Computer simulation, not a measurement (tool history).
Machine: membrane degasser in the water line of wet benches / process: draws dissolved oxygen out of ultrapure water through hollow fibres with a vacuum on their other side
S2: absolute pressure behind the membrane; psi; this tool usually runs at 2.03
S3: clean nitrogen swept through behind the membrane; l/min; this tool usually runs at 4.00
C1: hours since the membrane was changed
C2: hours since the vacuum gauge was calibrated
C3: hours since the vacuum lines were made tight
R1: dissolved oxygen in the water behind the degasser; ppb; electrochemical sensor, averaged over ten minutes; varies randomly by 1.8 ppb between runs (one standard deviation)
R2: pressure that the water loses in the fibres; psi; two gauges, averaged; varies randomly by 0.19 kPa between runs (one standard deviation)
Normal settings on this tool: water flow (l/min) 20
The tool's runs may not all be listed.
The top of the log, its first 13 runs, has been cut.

{"run": 14, "hour": 1043.6, "water flow (l/min)": 20, "S2": 2.03, "S3": 4.0, "C1": 4535, "C2": 4058, "C3": 5570, "R1": 212.7, "R2": 6.335}
{"run": 15, "hour": 1146.1, "water flow (l/min)": 20, "S2": 2.03, "S3": 4.0, "C1": 4637, "C2": 4160, "C3": 5672, "R1": 213.4, "R2": 6.348}
{"run": 16, "hour": 1198.6, "water flow (l/min)": 20, "S2": 2.03, "S3": 4.0, "C1": 4690, "C2": 4213, "C3": 5725, "R1": 213.1, "R2": 6.309}
{"run": 17, "hour": 1263.2, "water flow (l/min)": 13, "S2": 2.03, "S3": 4.0, "C1": 4754, "C2": 4277, "C3": 5790, "R1": 95.8, "R2": 4.077}
{"hour": 1293.0, "done": "gauge calibrated"}
{"run": 18, "hour": 1332.6, "water flow (l/min)": 14, "S2": 1.75, "S3": 2.84, "C1": 4824, "C2": 4347, "C3": 5859, "R1": 122.3, "R2": 4.519}
{"run": 19, "hour": 1385.3, "water flow (l/min)": 14, "S2": 1.75, "S3": 2.84, "C1": 4876, "C2": 4399, "C3": 5912, "R1": 122.0, "R2": 4.503}
{"run": 20, "hour": 1463.1, "water flow (l/min)": 18, "S2": 1.44, "S3": 1.72, "C1": 4954, "C2": 4477, "C3": 5989, "R1": 215.1, "R2": 5.791}
{"run": 21, "hour": 1525.2, "water flow (l/min)": 15, "S2": 1.44, "S3": 11.24, "C1": 5016, "C2": 4539, "C3": 6052, "R1": 47.5, "R2": 4.854}
{"run": 22, "hour": 1607.2, "water flow (l/min)": 25, "S2": 3.21, "S3": 5.88, "C1": 5098, "C2": 4621, "C3": 6134, "R1": 376.0, "R2": 8.09}
{"run": 23, "hour": 1677.8, "water flow (l/min)": 20, "S2": 2.03, "S3": 3.23, "C1": 5169, "C2": 4692, "C3": 6204, "R1": 240.3, "R2": 6.456}
{"run": 24, "hour": 1781.6, "water flow (l/min)": 16, "S2": 2.45, "S3": 8.12, "C1": 5273, "C2": 4796, "C3": 6308, "R1": 99.8, "R2": 5.178}
{"run": 25, "hour": 1867.5, "water flow (l/min)": 20, "S2": 3.77, "S3": 4.0, "C1": 5358, "C2": 4881, "C3": 6394, "R1": 344.8, "R2": 6.39}
{"run": 26, "hour": 1924.6, "water flow (l/min)": 20, "S2": 3.77, "S3": 4.0, "C1": 5416, "C2": 4939, "C3": 6451, "R1": 351.0, "R2": 6.448}
{"run": 27, "hour": 1993.8, "water flow (l/min)": 20, "S2": 3.77, "S3": 4.0, "C1": 5485, "C2": 5008, "C3": 6520, "R1": 343.3, "R2": 6.406}
{"run": 28, "hour": 2080.6, "water flow (l/min)": 20, "S2": 4.8, "S3": 8.56, "C1": 5572, "C2": 5095, "C3": 6607, "R1": 247.0, "R2": 6.405}
{"run": 29, "hour": 2137.7, "water flow (l/min)": 30, "S2": 2.47, "S3": 2.69, "C1": 5629, "C2": 5152, "C3": 6664, "R1": 631.7, "R2": 9.519}
{"run": 30, "hour": 2216.9, "water flow (l/min)": 26, "S2": 2.81, "S3": 2.25, "C1": 5708, "C2": 5231, "C3": 6743, "R1": 609.8, "R2": 8.341}
{"run": 31, "hour": 2287.9, "water flow (l/min)": 26, "S2": 2.81, "S3": 2.25, "C1": 5779, "C2": 5302, "C3": 6814, "R1": 602.0, "R2": 8.263}
{"run": 32, "hour": 2365.7, "water flow (l/min)": 26, "S2": 2.81, "S3": 2.25, "C1": 5857, "C2": 5380, "C3": 6892, "R1": 602.2, "R2": 8.25}

4 options for the next run, each taken on its own from the tool as it stands now. Forecast them:
{"run": "A", "hour": 2472.4, "water flow (l/min)": 26, "S2": 2.81, "S3": 4.0, "C1": 5963, "C2": 5486, "C3": 6999, "R1": "?", "R2": "?"}
{"run": "B", "hour": 2472.4, "water flow (l/min)": 13, "S2": 1.48, "S3": 1.92, "C1": 5963, "C2": 5486, "C3": 6999, "R1": "?", "R2": "?"}
{"run": "C", "hour": 2472.4, "water flow (l/min)": 25, "S2": 1.51, "S3": 2.25, "C1": 5963, "C2": 5486, "C3": 6999, "R1": "?", "R2": "?"}
{"run": "D", "hour": 2472.4, "water flow (l/min)": 25, "S2": 2.03, "S3": 4.0, "C1": 5963, "C2": 5486, "C3": 6999, "R1": "?", "R2": "?"}

run=A R1=446.6 R2=8.231
run=B R1=124.8 R2=4.147
run=C R1=358.9 R2=7.902
run=D R1=336.8 R2=7.902
Had the tool no hidden state, the same runs would have come out as:
run=A R1=446.4 R2=8.408
run=B R1=124.8 R2=4.235
run=C R1=358.7 R2=8.071
run=D R1=336.6 R2=8.071
